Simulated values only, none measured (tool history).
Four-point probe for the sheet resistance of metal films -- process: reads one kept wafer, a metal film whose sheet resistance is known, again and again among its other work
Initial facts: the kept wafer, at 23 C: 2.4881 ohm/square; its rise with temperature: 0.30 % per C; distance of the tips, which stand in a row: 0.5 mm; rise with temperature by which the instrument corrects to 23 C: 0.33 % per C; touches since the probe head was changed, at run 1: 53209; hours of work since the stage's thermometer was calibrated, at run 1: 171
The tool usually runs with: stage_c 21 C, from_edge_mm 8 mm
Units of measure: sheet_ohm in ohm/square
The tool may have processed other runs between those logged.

run,hour,stage_c,from_edge_mm,touches since the probe head was changed,hours of work since the stage's thermometer was calibrated,sheet_ohm
1,0.0,21,8,53209,171,2.529783
2,75.0,35,8,56084,225,2.522744
3,133.6,35,8,58335,267,2.523048
4,183.6,26,8,60250,303,2.529388
5,257.9,21,8,63101,356,2.534093
6,318.9,21,8,65442,400,2.534942
7,386.8,21,8,68046,449,2.536124
8,466.6,21,31,71106,506,2.533305
9,529.5,21,31,73517,551,2.534859
10,605.5,21,31,76435,606,2.534832
11,660.2,21,31,78530,645,2.536648
12,741.3,21,9,81641,703,2.542125
13,821.6,21,9,84724,761,2.542349
14,915.5,21,9,88323,828,2.544644
15,957.6,21,8,89941,858,2.547100
16,1029.3,21,8,92687,910,2.548402
17,1093.8,21,8,95164,956,2.549309
# hour 1109.3: new probe head fitted
18,1136.9,21,8,1063,986,2.494688
19,1216.0,21,8,4096,1043,2.495868
20,1301.8,21,8,7387,1105,2.498019
21,1362.3,21,8,9705,1148,2.499558
22,1441.3,21,8,12737,1205,2.500743
23,1506.1,27,8,15221,1252,2.498271
24,1560.5,27,5,17307,1291,2.506310
25,1657.7,27,8,21035,1360,2.500701
26,1743.3,33,8,24322,1422,2.498378
27,1814.6,20,69,27055,1473,2.501166
28,1906.0,24,8,30560,1539,2.506951
29,1966.9,28,7,32896,1582,2.506425
30,2010.0,28,7,34552,1613,2.507580
31,2066.2,20,7,36707,1654,2.514006
32,2138.4,30,8,39473,1706,2.507027
33,2191.7,27,10,41521,1744,2.509061

Branching from run 33: 5 alternative next runs. What would each branch give?
A,2285.2,24,8,45106,1811,?
B,2285.2,27,22,45106,1811,?
C,2285.2,20,11,45106,1811,?
D,2285.2,22,10,45106,1811,?
E,2285.2,30,48,45106,1811,?

run,sheet_ohm
A,2.514149
B,2.506467
C,2.513354
D,2.513233
E,2.504201
Take away the tool's hidden state, keep each run's random variation, and the runs would have read:
run,sheet_ohm
A,2.493651
B,2.486070
C,2.492806
D,2.492714
E,2.483861

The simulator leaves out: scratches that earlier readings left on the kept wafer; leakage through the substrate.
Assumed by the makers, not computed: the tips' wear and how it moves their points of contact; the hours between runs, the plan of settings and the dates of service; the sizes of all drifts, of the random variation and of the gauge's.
